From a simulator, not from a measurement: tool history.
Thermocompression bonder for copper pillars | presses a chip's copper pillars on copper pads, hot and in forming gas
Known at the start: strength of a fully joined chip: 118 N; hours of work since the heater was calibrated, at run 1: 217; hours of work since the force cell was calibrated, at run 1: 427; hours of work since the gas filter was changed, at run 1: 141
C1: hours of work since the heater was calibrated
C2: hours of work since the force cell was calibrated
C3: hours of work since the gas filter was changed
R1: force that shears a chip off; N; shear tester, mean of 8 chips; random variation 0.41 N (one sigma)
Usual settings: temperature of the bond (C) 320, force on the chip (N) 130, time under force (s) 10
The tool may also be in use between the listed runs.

Run 1, hour 0: usual settings; C1 217; C2 427; C3 141. Result: R1 65.3 N.
Run 2, hour 6.9: usual settings but time under force (s) 6; C1 221; C2 431; C3 145. Result: R1 55.4 N.
Run 3, hour 17.1: usual settings but force on the chip (N) 92; C1 226; C2 437; C3 150. Result: R1 45.1 N.
Run 4, hour 26: usual settings but force on the chip (N) 92; C1 231; C2 441; C3 155. Result: R1 45.1 N.
Run 5, hour 34.7: usual settings but force on the chip (N) 92; C1 236; C2 446; C3 160. Result: R1 44.6 N.
Run 6, hour 46.1: usual settings; C1 242; C2 452; C3 166. Result: R1 65.6 N.
Run 7, hour 54.6: usual settings but temperature of the bond (C) 316, force on the chip (N) 89, time under force (s) 23; C1 247; C2 457; C3 171. Result: R1 56.6 N.
Run 8, hour 65.6: usual settings but temperature of the bond (C) 316, force on the chip (N) 164, time under force (s) 18; C1 253; C2 463; C3 177. Result: R1 89.1 N.
Run 9, hour 71.2: usual settings but temperature of the bond (C) 316, force on the chip (N) 164, time under force (s) 18; C1 256; C2 466; C3 180. Result: R1 88.9 N.
Run 10, hour 76.4: usual settings but temperature of the bond (C) 339, time under force (s) 9; C1 258; C2 469; C3 182. Result: R1 77.2 N.
Run 11, hour 82.9: usual settings but temperature of the bond (C) 339, time under force (s) 9; C1 262; C2 472; C3 186. Result: R1 77 N.

Run 12 comes next. What will it give?
Run 12, hour 88.9: usual settings but force on the chip (N) 189, time under force (s) 9; C1 265; C2 475; C3 189. Result: R1 ?.

Run 12 gave R1 87.1 N.
Without the tool's hidden state the same run would have given R1 87.3 N.

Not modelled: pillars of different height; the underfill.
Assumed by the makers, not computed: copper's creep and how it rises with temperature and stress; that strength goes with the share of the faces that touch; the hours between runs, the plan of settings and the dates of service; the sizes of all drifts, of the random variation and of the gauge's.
